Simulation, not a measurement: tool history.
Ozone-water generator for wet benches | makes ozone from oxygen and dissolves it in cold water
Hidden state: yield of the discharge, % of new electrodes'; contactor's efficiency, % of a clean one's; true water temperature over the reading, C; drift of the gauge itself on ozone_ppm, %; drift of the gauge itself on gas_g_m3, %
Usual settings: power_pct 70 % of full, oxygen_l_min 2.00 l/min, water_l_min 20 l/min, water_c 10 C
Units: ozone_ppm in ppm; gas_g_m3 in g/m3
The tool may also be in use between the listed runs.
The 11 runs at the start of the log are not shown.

run	hour	power_pct	oxygen_l_min	water_l_min	water_c	hours of work since the electrodes were changed	hours of work since the contactor was cleaned	hours of work since the thermometer was calibrated	ozone_ppm	gas_g_m3
12	1598.9	70	2.00	20	10	7919	3305	1369	9.4	150.0
13	1686.5	70	2.00	20	10	7996	3383	1447	9.3	150.5
14	1803.8	55	2.00	20	10	8100	3487	1551	8.6	133.3
15	1893.5	55	2.00	20	10	8180	3566	1631	8.3	134.0
16	1997.5	70	2.67	20	10	8272	3659	1723	10.7	134.2
17	2193.2	47	3.59	15	10	8445	3832	1896	12.2	97.1
18	2336.0	53	1.39	15	11	8572	3959	2023	9.7	150.3
19	2515.6	46	1.25	20	10	8731	4118	2182	6.3	146.8
20	2626.0	46	1.66	20	10	8829	4216	2280	6.9	128.1

What will run 21 give?
21	2770.1	46	1.66	20	10	8957	4343	2408	?	?

ozone_ppm: 6.9 ppm
gas_g_m3: 129.2 g/m3
If the tool had no hidden condition, the same run with the same run-to-run variation would have returned ozone_ppm 6.9 ppm, gas_g_m3 131.7 g/m3.

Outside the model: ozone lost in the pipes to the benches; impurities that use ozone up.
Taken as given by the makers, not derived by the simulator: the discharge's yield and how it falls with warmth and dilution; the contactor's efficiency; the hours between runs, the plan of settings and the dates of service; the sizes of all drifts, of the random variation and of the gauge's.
